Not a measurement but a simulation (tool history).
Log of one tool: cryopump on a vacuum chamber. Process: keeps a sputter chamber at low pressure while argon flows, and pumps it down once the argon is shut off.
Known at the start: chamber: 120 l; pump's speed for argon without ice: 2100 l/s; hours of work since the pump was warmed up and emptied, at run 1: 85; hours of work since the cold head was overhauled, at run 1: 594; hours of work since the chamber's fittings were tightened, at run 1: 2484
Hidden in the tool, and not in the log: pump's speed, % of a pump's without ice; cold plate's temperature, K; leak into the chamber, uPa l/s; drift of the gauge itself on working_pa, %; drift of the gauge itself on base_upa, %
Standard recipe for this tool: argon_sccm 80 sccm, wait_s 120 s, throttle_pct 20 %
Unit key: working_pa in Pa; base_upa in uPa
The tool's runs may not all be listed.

| run | hour | argon_sccm | wait_s | throttle_pct | hours of work since the pump was warmed up and emptied | hours of work since the cold head was overhauled | hours of work since the chamber's fittings were tightened | working_pa | base_upa |
|---|---|---|---|---|---|---|---|---|---|
| 1 | 0 | 80 | 120 | 20 | 85 | 594 | 2484 | 0.327 | 0.95 |
| 2 | 52.2 | 80 | 120 | 20 | 115 | 623 | 2513 | 0.3262 | 0.95 |
| 3 | 97.2 | 80 | 120 | 20 | 140 | 648 | 2538 | 0.3258 | 0.97 |
| 4 | 147.3 | 80 | 120 | 20 | 168 | 676 | 2566 | 0.3258 | 0.96 |
| 5 | 207.2 | 80 | 120 | 20 | 201 | 710 | 2600 | 0.3264 | 0.93 |
| 6 | 240.8 | 80 | 120 | 20 | 220 | 729 | 2619 | 0.3301 | 0.98 |
| 7 | 289.1 | 80 | 120 | 20 | 247 | 756 | 2646 | 0.3313 | 1 |
| 8 | 314.8 | 80 | 120 | 20 | 261 | 770 | 2660 | 0.3284 | 0.96 |
| 9 | 371.2 | 80 | 47 | 20 | 293 | 801 | 2692 | 0.3309 | 1.83 |
| 10 | 427.8 | 80 | 47 | 20 | 324 | 833 | 2723 | 0.3316 | 1.82 |
| 11 | 472 | 37 | 47 | 20 | 349 | 858 | 2748 | 0.1532 | 1.85 |
| 12 | 527.8 | 37 | 47 | 17 | 380 | 889 | 2779 | 0.1793 | 1.8 |
| 13 | 579.5 | 37 | 47 | 17 | 409 | 918 | 2808 | 0.1809 | 1.89 |
| 14 | 622.2 | 37 | 47 | 17 | 433 | 942 | 2832 | 0.1817 | 1.82 |
| 15 | 663.3 | 37 | 47 | 17 | 456 | 965 | 2855 | 0.181 | 1.81 |
| 16 | 712.2 | 82 | 52 | 20 | 483 | 992 | 2882 | 0.3449 | 1.71 |
|  | 754.1 | pump warmed up, emptied and cooled again |
| 17 | 767.6 | 76 | 120 | 40 | 8 | 1020 | 2910 | 0.1541 | 0.94 |
| 18 | 826.8 | 76 | 120 | 40 | 41 | 1053 | 2943 | 0.1552 | 0.94 |
| 19 | 877.6 | 67 | 216 | 22 | 69 | 1082 | 2972 | 0.2452 | 0.75 |
| 20 | 938.2 | 67 | 216 | 22 | 103 | 1116 | 3006 | 0.249 | 0.72 |
| 21 | 987.7 | 48 | 24 | 19 | 131 | 1143 | 3033 | 0.2069 | 3.14 |
| 22 | 1048.2 | 54 | 26 | 57 | 164 | 1177 | 3067 | 0.0803 | 2.89 |
| 23 | 1091.2 | 54 | 120 | 20 | 188 | 1201 | 3091 | 0.2212 | 0.99 |
| 24 | 1119.2 | 80 | 157 | 20 | 204 | 1217 | 3107 | 0.3283 | 0.91 |
| 25 | 1160.7 | 80 | 157 | 20 | 227 | 1240 | 3130 | 0.3309 | 0.86 |
| 26 | 1186.9 | 119 | 157 | 27 | 242 | 1255 | 3145 | 0.3649 | 0.84 |
| 27 | 1241.6 | 119 | 157 | 27 | 272 | 1285 | 3175 | 0.3661 | 0.93 |

3 options for the next run, each taken on its own from the tool as it stands now. Forecast them:
| A | 1276.2 | 147 | 216 | 21 | 292 | 1304 | 3194 | ? | ? |
| B | 1276.2 | 78 | 144 | 23 | 292 | 1304 | 3194 | ? | ? |
| C | 1276.2 | 58 | 116 | 37 | 292 | 1304 | 3194 | ? | ? |

| run | working_pa | base_upa |
|---|---|---|
| A | 0.5774 | 0.76 |
| B | 0.2824 | 0.93 |
| C | 0.1336 | 1.06 |
Without the tool's unlogged condition, the same runs would have read:
| run | working_pa | base_upa |
|---|---|---|
| A | 0.5603 | 0.41 |
| B | 0.2732 | 0.57 |
| C | 0.1269 | 0.71 |
